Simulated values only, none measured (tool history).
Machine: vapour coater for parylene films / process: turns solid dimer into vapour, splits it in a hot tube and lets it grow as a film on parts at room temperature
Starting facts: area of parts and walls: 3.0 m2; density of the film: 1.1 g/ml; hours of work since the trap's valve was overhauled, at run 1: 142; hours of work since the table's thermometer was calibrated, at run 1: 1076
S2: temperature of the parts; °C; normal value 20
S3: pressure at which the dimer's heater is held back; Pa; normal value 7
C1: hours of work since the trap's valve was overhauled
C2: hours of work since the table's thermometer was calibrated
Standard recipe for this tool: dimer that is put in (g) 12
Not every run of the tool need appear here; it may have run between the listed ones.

{"run": 1, "hour": 0.0, "dimer that is put in (g)": 12, "S2": 20, "S3": 7, "C1": 142, "C2": 1076, "thickness of the film (µm)": 2.02}
{"run": 2, "hour": 58.2, "dimer that is put in (g)": 12, "S2": 20, "S3": 7, "C1": 187, "C2": 1121, "thickness of the film (µm)": 2.02}
{"run": 3, "hour": 132.7, "dimer that is put in (g)": 12, "S2": 20, "S3": 7, "C1": 245, "C2": 1179, "thickness of the film (µm)": 2.04}
{"run": 4, "hour": 173.3, "dimer that is put in (g)": 12, "S2": 20, "S3": 7, "C1": 276, "C2": 1210, "thickness of the film (µm)": 2.02}
{"run": 5, "hour": 248.7, "dimer that is put in (g)": 13, "S2": 20, "S3": 7, "C1": 335, "C2": 1269, "thickness of the film (µm)": 2.19}
{"run": 6, "hour": 304.5, "dimer that is put in (g)": 12, "S2": 20, "S3": 7, "C1": 378, "C2": 1312, "thickness of the film (µm)": 2.03}
{"hour": 365.2, "done": "table's thermometer calibrated"}
{"hour": 372.7, "done": "trap's valve overhauled"}
{"run": 7, "hour": 372.7, "dimer that is put in (g)": 12, "S2": 20, "S3": 7, "C1": 0, "C2": 3, "thickness of the film (µm)": 2.02}
{"run": 8, "hour": 422.4, "dimer that is put in (g)": 12, "S2": 20, "S3": 2.68, "C1": 39, "C2": 41, "thickness of the film (µm)": 2.41}
{"run": 9, "hour": 494.4, "dimer that is put in (g)": 12, "S2": 20, "S3": 2.68, "C1": 94, "C2": 97, "thickness of the film (µm)": 2.44}
{"run": 10, "hour": 562.8, "dimer that is put in (g)": 12, "S2": 20, "S3": 2.68, "C1": 148, "C2": 150, "thickness of the film (µm)": 2.41}
{"run": 11, "hour": 623.9, "dimer that is put in (g)": 12, "S2": 20, "S3": 2.68, "C1": 195, "C2": 198, "thickness of the film (µm)": 2.39}
{"run": 12, "hour": 687.9, "dimer that is put in (g)": 12, "S2": 20, "S3": 7, "C1": 245, "C2": 247, "thickness of the film (µm)": 2}
{"run": 13, "hour": 751.6, "dimer that is put in (g)": 12, "S2": 30, "S3": 7, "C1": 294, "C2": 297, "thickness of the film (µm)": 1.36}
{"run": 14, "hour": 798.5, "dimer that is put in (g)": 12, "S2": 30, "S3": 7, "C1": 330, "C2": 333, "thickness of the film (µm)": 1.38}
{"run": 15, "hour": 848.4, "dimer that is put in (g)": 12, "S2": 30, "S3": 7, "C1": 369, "C2": 372, "thickness of the film (µm)": 1.38}
{"run": 16, "hour": 908.0, "dimer that is put in (g)": 12, "S2": 13, "S3": 7, "C1": 415, "C2": 418, "thickness of the film (µm)": 2.62}
{"hour": 923.8, "done": "trap's valve overhauled"}
{"run": 17, "hour": 975.6, "dimer that is put in (g)": 12, "S2": 13, "S3": 7, "C1": 40, "C2": 467, "thickness of the film (µm)": 2.63}
{"run": 18, "hour": 1033.5, "dimer that is put in (g)": 12, "S2": 13, "S3": 7, "C1": 85, "C2": 512, "thickness of the film (µm)": 2.62}
{"run": 19, "hour": 1105.3, "dimer that is put in (g)": 12, "S2": 20, "S3": 7, "C1": 141, "C2": 568, "thickness of the film (µm)": 2.01}
{"run": 20, "hour": 1170.1, "dimer that is put in (g)": 9, "S2": 20, "S3": 7.83, "C1": 191, "C2": 618, "thickness of the film (µm)": 1.49}
{"run": 21, "hour": 1228.2, "dimer that is put in (g)": 20, "S2": 21, "S3": 7, "C1": 236, "C2": 664, "thickness of the film (µm)": 3.2}
{"run": 22, "hour": 1269.8, "dimer that is put in (g)": 20, "S2": 21, "S3": 7, "C1": 269, "C2": 696, "thickness of the film (µm)": 3.22}
{"run": 23, "hour": 1318.5, "dimer that is put in (g)": 12, "S2": 15, "S3": 2.77, "C1": 306, "C2": 734, "thickness of the film (µm)": 2.88}
{"run": 24, "hour": 1359.6, "dimer that is put in (g)": 12, "S2": 15, "S3": 2.77, "C1": 338, "C2": 766, "thickness of the film (µm)": 2.9}
{"run": 25, "hour": 1421.3, "dimer that is put in (g)": 17, "S2": 14, "S3": 2.1, "C1": 386, "C2": 813, "thickness of the film (µm)": 4.45}
{"run": 26, "hour": 1458.6, "dimer that is put in (g)": 12, "S2": 18, "S3": 7, "C1": 415, "C2": 842, "thickness of the film (µm)": 2.17}
{"hour": 1475.0, "done": "trap's valve overhauled"}
{"run": 27, "hour": 1535.4, "dimer that is put in (g)": 6, "S2": 26, "S3": 6.7, "C1": 47, "C2": 899, "thickness of the film (µm)": 0.79}
{"run": 28, "hour": 1608.4, "dimer that is put in (g)": 6, "S2": 26, "S3": 4.75, "C1": 104, "C2": 956, "thickness of the film (µm)": 0.86}
{"run": 29, "hour": 1681.1, "dimer that is put in (g)": 6, "S2": 26, "S3": 4.75, "C1": 160, "C2": 1012, "thickness of the film (µm)": 0.85}
{"run": 30, "hour": 1724.2, "dimer that is put in (g)": 6, "S2": 26, "S3": 4.75, "C1": 193, "C2": 1045, "thickness of the film (µm)": 0.85}
{"run": 31, "hour": 1768.1, "dimer that is put in (g)": 18, "S2": 23, "S3": 4.75, "C1": 227, "C2": 1079, "thickness of the film (µm)": 2.85}
{"run": 32, "hour": 1837.3, "dimer that is put in (g)": 18, "S2": 23, "S3": 4.75, "C1": 281, "C2": 1133, "thickness of the film (µm)": 2.85}
{"run": 33, "hour": 1900.3, "dimer that is put in (g)": 18, "S2": 23, "S3": 2.81, "C1": 330, "C2": 1182, "thickness of the film (µm)": 3.14}
{"run": 34, "hour": 1977.8, "dimer that is put in (g)": 12, "S2": 24, "S3": 7, "C1": 390, "C2": 1242, "thickness of the film (µm)": 1.69}
{"hour": 2028.3, "done": "trap's valve overhauled"}
{"run": 35, "hour": 2055.6, "dimer that is put in (g)": 12, "S2": 24, "S3": 7, "C1": 21, "C2": 1299, "thickness of the film (µm)": 1.7}
{"run": 36, "hour": 2099.9, "dimer that is put in (g)": 12, "S2": 22, "S3": 7, "C1": 56, "C2": 1334, "thickness of the film (µm)": 1.84}
{"hour": 2132.4, "done": "table's thermometer calibrated"}
{"run": 37, "hour": 2153.5, "dimer that is put in (g)": 12, "S2": 16, "S3": 6.04, "C1": 96, "C2": 16, "thickness of the film (µm)": 2.36}
{"hour": 2171.5, "done": "gauge calibrated"}
{"run": 38, "hour": 2203.8, "dimer that is put in (g)": 12, "S2": 20, "S3": 2.99, "C1": 135, "C2": 55, "thickness of the film (µm)": 2.38}

Consider 3 possible next runs. They are alternatives, not a sequence: every one starts from the tool as it was left by run 38. What does each give?
{"run": "A", "hour": 2278.6, "dimer that is put in (g)": 6, "S2": 20, "S3": 11.54, "C1": 193, "C2": 113, "thickness of the film (µm)": "?"}
{"run": "B", "hour": 2278.6, "dimer that is put in (g)": 10, "S2": 13, "S3": 2.99, "C1": 193, "C2": 113, "thickness of the film (µm)": "?"}
{"run": "C", "hour": 2278.6, "dimer that is put in (g)": 8, "S2": 27, "S3": 3.98, "C1": 193, "C2": 113, "thickness of the film (µm)": "?"}

run=A thickness_of_the_film_(µm)=0.93
run=B thickness_of_the_film_(µm)=2.6
run=C thickness_of_the_film_(µm)=1.15
Without the tool's hidden state the same runs would have given:
run=A thickness_of_the_film_(µm)=0.93
run=B thickness_of_the_film_(µm)=2.61
run=C thickness_of_the_film_(µm)=1.16

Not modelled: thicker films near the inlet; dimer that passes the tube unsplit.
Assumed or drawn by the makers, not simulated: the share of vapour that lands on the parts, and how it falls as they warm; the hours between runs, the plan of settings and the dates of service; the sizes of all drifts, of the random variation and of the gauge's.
